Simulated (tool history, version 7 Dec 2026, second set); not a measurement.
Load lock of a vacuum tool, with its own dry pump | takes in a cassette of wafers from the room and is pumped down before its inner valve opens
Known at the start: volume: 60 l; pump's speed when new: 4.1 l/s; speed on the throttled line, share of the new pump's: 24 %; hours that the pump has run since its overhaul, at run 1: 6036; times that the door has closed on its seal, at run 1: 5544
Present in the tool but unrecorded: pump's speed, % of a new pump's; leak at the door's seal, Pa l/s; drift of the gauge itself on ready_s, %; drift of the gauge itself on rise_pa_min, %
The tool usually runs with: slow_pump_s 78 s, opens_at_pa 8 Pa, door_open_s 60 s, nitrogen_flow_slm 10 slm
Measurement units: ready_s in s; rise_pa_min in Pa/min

run    hour  slow_pump_s  opens_at_pa  door_open_s  nitrogen_flow_slm  hours that the pump has run since its overhaul  times that the door has closed on its seal  incoming humidity of the room's air, %  ready_s  rise_pa_min
  1       0           78            8           60                 10                                            6036                                        5544                                    47.6    205.2        0.061
  2   309.4           78            8           60                 10                                            6346                                        6421                                    45.1    204.3        0.069
  3     602           78            8           60                 10                                            6638                                        7250                                    46.5    202.7        0.072
  4   766.8           78            8           60                 10                                            6803                                        7717                                    43.3    203.1        0.063
  5  1022.7           78            8           60                 10                                            7059                                        8442                                    47.8    204.8        0.072
  6  1259.4           78            8           60                 10                                            7296                                        9113                                    45.3      205         0.07
  7    1479           78            8           80                 10                                            7515                                        9735                                    43.2    205.5        0.077
  8  1725.8           78            8           68                 10                                            7762                                       10434                                    48.3    206.6        0.083
  9  2000.8           78            8           68                 10                                            8037                                       11213                                    43.7    207.7        0.081
 10  2329.3           78           11           60                 10                                            8365                                       12144                                    45.5    200.6         0.08
 11  2624.2           78           11           60                 10                                            8660                                       12980                                    44.9      199        0.088
 12  2837.9           78            8           39                  5                                            8874                                       13585                                    44.8    207.5        0.089
 13  3097.8           78            8           53                 16                                            9134                                       14322                                    45.7    207.6         0.09
 14  3286.7           78            8           38                 35                                            9323                                       14857                                    47.8    207.8        0.071
 15    3598           63            8           38                  9                                            9634                                       15739                                    43.7    195.2        0.088
 16  3797.7           78           12           49                 24                                            9834                                       16305                                    43.7      200         0.08
 17  4093.3           78            8          182                  4                                           10129                                       17143                                    49.3    208.2        0.147

Predict the results of run 18:
 18  4392.5           43            9           25                 10                                           10429                                       17990                                      45        ?            ?

{"run 18": {"ready_s": 181.5, "rise_pa_min": 0.103}}
With no hidden state in the tool, this same run would have given ready_s 172.2 s, rise_pa_min 0.042 Pa/min.
